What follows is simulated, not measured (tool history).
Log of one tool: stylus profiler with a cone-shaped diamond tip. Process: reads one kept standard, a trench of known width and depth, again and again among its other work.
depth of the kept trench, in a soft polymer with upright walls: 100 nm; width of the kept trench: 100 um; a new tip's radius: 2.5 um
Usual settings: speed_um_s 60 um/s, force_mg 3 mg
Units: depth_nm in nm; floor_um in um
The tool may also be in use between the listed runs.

Run 1, hour 0: usual settings. Result: depth_nm 101.379 nm, floor_um 98.26 um.
Run 2, hour 50.1: usual settings. Result: depth_nm 101.387 nm, floor_um 98.3 um.
Run 3, hour 83.4: usual settings but speed_um_s 40 um/s. Result: depth_nm 101.393 nm, floor_um 98.35 um.
Run 4, hour 111.7: usual settings but speed_um_s 40 um/s. Result: depth_nm 101.422 nm, floor_um 98.33 um.
Run 5, hour 163.8: usual settings but speed_um_s 40 um/s. Result: depth_nm 101.415 nm, floor_um 98.35 um.
At hour 167.7: height scale calibrated on a step standard.
Run 6, hour 201.3: usual settings but force_mg 1.48 mg. Result: depth_nm 100.948 nm, floor_um 98.17 um.
Run 7, hour 259.3: usual settings but speed_um_s 56 um/s, force_mg 6.14 mg. Result: depth_nm 102.211 nm, floor_um 98.33 um.
Run 8, hour 307.9: usual settings but speed_um_s 56 um/s, force_mg 6.14 mg. Result: depth_nm 102.237 nm, floor_um 98.27 um.
Run 9, hour 366.4: usual settings but speed_um_s 196 um/s, force_mg 3.41 mg. Result: depth_nm 101.548 nm, floor_um 97.78 um.
Run 10, hour 394.1: usual settings but speed_um_s 15 um/s, force_mg 1.7 mg. Result: depth_nm 101.025 nm, floor_um 98.38 um.

Measured less the same run without the tool's hidden state. The same run-to-run variation is in both; the gauge's scatter may not be:
The hidden state here: radius of the tip, um; height scale over the true one, %; drift of the gauge itself on depth_nm, %; drift of the gauge itself on floor_um, %.
run  depth_nm  floor_um
  1    +0.092     -0.12
  2    +0.099     -0.12
  3    +0.102     -0.12
  4    +0.106     -0.13
  5    +0.112     -0.14
  6    +0.129     -0.14
  7    +0.138     -0.14
  8    +0.144     -0.14
  9     +0.15     -0.15
 10    +0.153     -0.15

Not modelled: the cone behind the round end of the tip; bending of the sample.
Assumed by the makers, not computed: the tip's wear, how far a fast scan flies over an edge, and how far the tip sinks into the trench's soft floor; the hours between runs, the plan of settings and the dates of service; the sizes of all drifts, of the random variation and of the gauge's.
